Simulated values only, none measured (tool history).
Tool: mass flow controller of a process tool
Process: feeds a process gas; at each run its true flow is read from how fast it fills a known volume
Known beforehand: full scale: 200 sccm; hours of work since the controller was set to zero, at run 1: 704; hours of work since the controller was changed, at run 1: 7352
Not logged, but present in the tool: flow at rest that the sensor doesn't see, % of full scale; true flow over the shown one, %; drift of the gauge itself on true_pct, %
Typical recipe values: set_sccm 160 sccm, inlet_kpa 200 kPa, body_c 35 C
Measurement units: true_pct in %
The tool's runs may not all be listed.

run	hour	set_sccm	inlet_kpa	body_c	hours of work since the controller was set to zero	hours of work since the controller was changed	true_pct
1	0.0	160	200	35	704	7352	102.30
2	216.8	121	200	35	877	7525	101.77
3	320.6	160	200	35	960	7608	102.26
4	538.3	160	200	35	1134	7781	102.31
5	725.4	160	200	38	1283	7931	102.58
6	867.4	160	200	38	1396	8044	102.65
7	1055.5	160	200	38	1546	8194	102.58
8	1176.3	160	200	38	1643	8290	102.53
9	1347.6	160	200	38	1779	8427	102.59
10	1574.0	160	200	38	1960	8607	102.48
11	1765.4	160	200	31	2112	8760	101.67
12	1992.6	160	200	31	2294	8941	101.75
13	2114.2	160	259	35	2391	9038	102.40
14	2352.1	160	185	35	2580	9228	102.04
15	2519.0	160	200	35	2713	9361	102.18
16	2688.4	160	200	35	2848	9496	102.16
17	2927.7	160	200	36	3039	9687	102.30
# hour 3159.7: controller exchanged for a calibrated one
18	3159.7	160	200	35	0	0	100.52
19	3297.4	160	200	35	110	110	100.50
20	3499.5	160	200	35	271	271	100.67
21	3614.3	160	200	35	363	363	100.58
22	3840.1	160	200	35	543	543	100.52
23	3941.6	160	268	37	624	624	101.05
24	4172.1	160	268	37	807	807	100.96
25	4330.7	160	148	35	934	934	100.43
26	4489.5	25	200	35	1061	1061	97.56
27	4596.1	25	200	35	1146	1146	97.35
28	4836.2	106	234	35	1337	1337	99.87
29	5073.7	106	234	35	1527	1527	99.91
30	5314.5	106	234	35	1719	1719	99.79
31	5483.6	106	234	35	1853	1853	99.70
32	5650.1	51	215	38	1986	1986	98.59
33	5871.7	160	187	35	2163	2163	100.43
34	6099.3	20	200	35	2344	2344	94.37
35	6336.2	161	210	25	2533	2533	99.51
36	6437.6	161	210	25	2614	2614	99.43
37	6630.5	65	276	29	2768	2768	97.89
38	6755.4	65	276	29	2868	2868	97.83
39	6943.5	65	276	29	3018	3018	97.80
40	7173.9	65	204	34	3201	3201	98.07
41	7406.7	65	245	27	3387	3387	97.36

Estimate the outcome of run 42 from the log above:
42	7591.8	40	253	23	3535	3535	?

{"run 42": {"true_pct": 95.0}}
With no hidden state in the tool, this same run would have given true_pct 98.40 %.
